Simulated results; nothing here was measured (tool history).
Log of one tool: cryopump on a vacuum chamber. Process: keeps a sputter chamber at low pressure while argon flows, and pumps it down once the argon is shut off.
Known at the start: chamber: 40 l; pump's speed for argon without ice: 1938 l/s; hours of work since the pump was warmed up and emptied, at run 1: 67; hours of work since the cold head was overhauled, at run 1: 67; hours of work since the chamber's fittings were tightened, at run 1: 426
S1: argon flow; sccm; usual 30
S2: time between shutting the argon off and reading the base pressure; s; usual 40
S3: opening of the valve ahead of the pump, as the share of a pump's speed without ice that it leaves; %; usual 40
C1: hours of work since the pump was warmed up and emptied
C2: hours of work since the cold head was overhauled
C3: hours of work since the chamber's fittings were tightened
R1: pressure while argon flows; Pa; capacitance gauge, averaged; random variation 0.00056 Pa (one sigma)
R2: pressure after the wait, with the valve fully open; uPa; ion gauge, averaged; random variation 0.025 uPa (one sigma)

Run 1, hour 0.0: usual settings; C1 67; C2 67; C3 426. Result: R1 0.0667 Pa, R2 1.17 uPa.
Run 2, hour 67.3: usual settings; C1 102; C2 102; C3 462. Result: R1 0.0670 Pa, R2 1.19 uPa.
Run 3, hour 126.1: usual settings; C1 134; C2 134; C3 493. Result: R1 0.0662 Pa, R2 1.20 uPa.
Run 4, hour 171.3: usual settings but S2 172 s; C1 158; C2 158; C3 517. Result: R1 0.0671 Pa, R2 0.55 uPa.
Run 5, hour 223.4: usual settings but S1 43 sccm; C1 185; C2 185; C3 545. Result: R1 0.0953 Pa, R2 1.23 uPa.
Run 6, hour 267.9: usual settings but S1 43 sccm; C1 209; C2 209; C3 568. Result: R1 0.0972 Pa, R2 1.24 uPa.
Run 7, hour 335.7: usual settings; C1 245; C2 245; C3 605. Result: R1 0.0686 Pa, R2 1.25 uPa.
Run 8, hour 374.6: usual settings; C1 266; C2 266; C3 625. Result: R1 0.0679 Pa, R2 1.26 uPa.
Run 9, hour 427.6: usual settings; C1 294; C2 294; C3 653. Result: R1 0.0680 Pa, R2 1.26 uPa.
Run 10, hour 473.0: usual settings; C1 318; C2 318; C3 678. Result: R1 0.0676 Pa, R2 1.31 uPa.
Run 11, hour 539.8: usual settings; C1 354; C2 354; C3 713. Result: R1 0.0690 Pa, R2 1.27 uPa.
Run 12, hour 604.5: usual settings; C1 388; C2 388; C3 748. Result: R1 0.0687 Pa, R2 1.33 uPa.
Run 13, hour 634.7: usual settings; C1 404; C2 404; C3 764. Result: R1 0.0690 Pa, R2 1.30 uPa.
Run 14, hour 665.1: usual settings; C1 421; C2 421; C3 780. Result: R1 0.0693 Pa, R2 1.29 uPa.
Run 15, hour 696.0: usual settings; C1 437; C2 437; C3 796. Result: R1 0.0690 Pa, R2 1.33 uPa.
Run 16, hour 748.0: usual settings but S2 199 s; C1 465; C2 465; C3 824. Result: R1 0.0694 Pa, R2 0.63 uPa.
Run 17, hour 794.5: usual settings but S2 29 s; C1 489; C2 489; C3 849. Result: R1 0.0694 Pa, R2 1.73 uPa.
Run 18, hour 835.4: usual settings but S2 29 s; C1 511; C2 511; C3 870. Result: R1 0.0692 Pa, R2 1.69 uPa.
Run 19, hour 887.9: usual settings but S1 15 sccm, S2 47 s, S3 34 %; C1 539; C2 539; C3 898. Result: R1 0.0426 Pa, R2 1.18 uPa.
Run 20, hour 937.0: usual settings but S1 15 sccm, S2 34 s; C1 565; C2 565; C3 924. Result: R1 0.0349 Pa, R2 1.54 uPa.
Run 21, hour 991.6: usual settings but S1 15 sccm, S2 34 s; C1 594; C2 594; C3 954. Result: R1 0.0347 Pa, R2 1.56 uPa.
Run 22, hour 1054.1: usual settings but S1 44 sccm, S2 293 s, S3 46 %; C1 628; C2 628; C3 987. Result: R1 0.0921 Pa, R2 0.62 uPa.
Run 23, hour 1096.1: usual settings but S1 40 sccm, S2 129 s, S3 48 %; C1 650; C2 650; C3 1009. Result: R1 0.0804 Pa, R2 0.82 uPa.
Run 24, hour 1147.8: usual settings but S1 16 sccm, S2 108 s, S3 39 %; C1 677; C2 677; C3 1037. Result: R1 0.0395 Pa, R2 0.89 uPa.
Run 25, hour 1177.6: usual settings but S1 33 sccm, S2 76 s, S3 15 %; C1 693; C2 693; C3 1053. Result: R1 0.2006 Pa, R2 1.03 uPa.
Run 26, hour 1223.9: usual settings but S1 36 sccm, S2 36 s, S3 15 %; C1 718; C2 718; C3 1077. Result: R1 0.2184 Pa, R2 1.54 uPa.
At hour 1288.9: pump warmed up, emptied and cooled again.
Run 27, hour 1295.0: usual settings but S1 36 sccm, S2 67 s, S3 15 %; C1 3; C2 753; C3 1112. Result: R1 0.2084 Pa, R2 1.00 uPa.
Run 28, hour 1347.5: usual settings but S1 20 sccm, S2 28 s, S3 19 %; C1 31; C2 781; C3 1140. Result: R1 0.0933 Pa, R2 1.70 uPa.
Run 29, hour 1400.5: usual settings but S1 19 sccm, S2 28 s, S3 18 %; C1 59; C2 809; C3 1168. Result: R1 0.0928 Pa, R2 1.77 uPa.
Run 30, hour 1429.4: usual settings but S1 23 sccm, S2 58 s, S3 24 %; C1 75; C2 825; C3 1184. Result: R1 0.0853 Pa, R2 1.13 uPa.
Run 31, hour 1470.6: usual settings but S1 23 sccm, S2 23 s, S3 22 %; C1 97; C2 846; C3 1206. Result: R1 0.0920 Pa, R2 2.01 uPa.
Run 32, hour 1506.4: usual settings but S1 23 sccm, S2 21 s, S3 45 %; C1 116; C2 866; C3 1225. Result: R1 0.0451 Pa, R2 2.16 uPa.
Run 33, hour 1548.5: usual settings but S1 23 sccm, S2 21 s, S3 45 %; C1 138; C2 888; C3 1247. Result: R1 0.0463 Pa, R2 2.18 uPa.
Run 34, hour 1606.1: usual settings but S1 13 sccm, S2 90 s, S3 20 %; C1 169; C2 919; C3 1278. Result: R1 0.0570 Pa, R2 0.89 uPa.

Some steps in R1 between neighbouring runs. How much of each would the tool show without its hidden state too (settings, what came in, random variation), and how much is left for the hidden state, with any gauge scatter that isn't in both results?
The hidden state here: pump's speed, % of a pump's without ice; cold plate's temperature, K; leak into the chamber, uPa l/s; drift of the gauge itself on working_pa, %; drift of the gauge itself on base_upa, %.
Run 21 -> 22: S1 15 -> 44, S2 34 -> 293, S3 40 -> 46. R1 +0.0574 Pa: hidden state +0.0058, all else +0.0516.
Run 23 -> 24: S1 40 -> 16, S2 129 -> 108, S3 48 -> 39. R1 -0.0409 Pa: hidden state -0.0045, all else -0.0364.
Run 24 -> 25: S1 16 -> 33, S2 108 -> 76, S3 39 -> 15. R1 +0.1611 Pa: hidden state +0.0037, all else +0.1574.
Run 26 -> 27: S2 36 -> 67, pump warmed up, emptied and cooled again. R1 -0.0100 Pa: hidden state -0.0076, all else -0.0024.
Run 27 -> 28: S1 36 -> 20, S2 67 -> 28, S3 15 -> 19. R1 -0.1151 Pa: hidden state +0.0000, all else -0.1151.
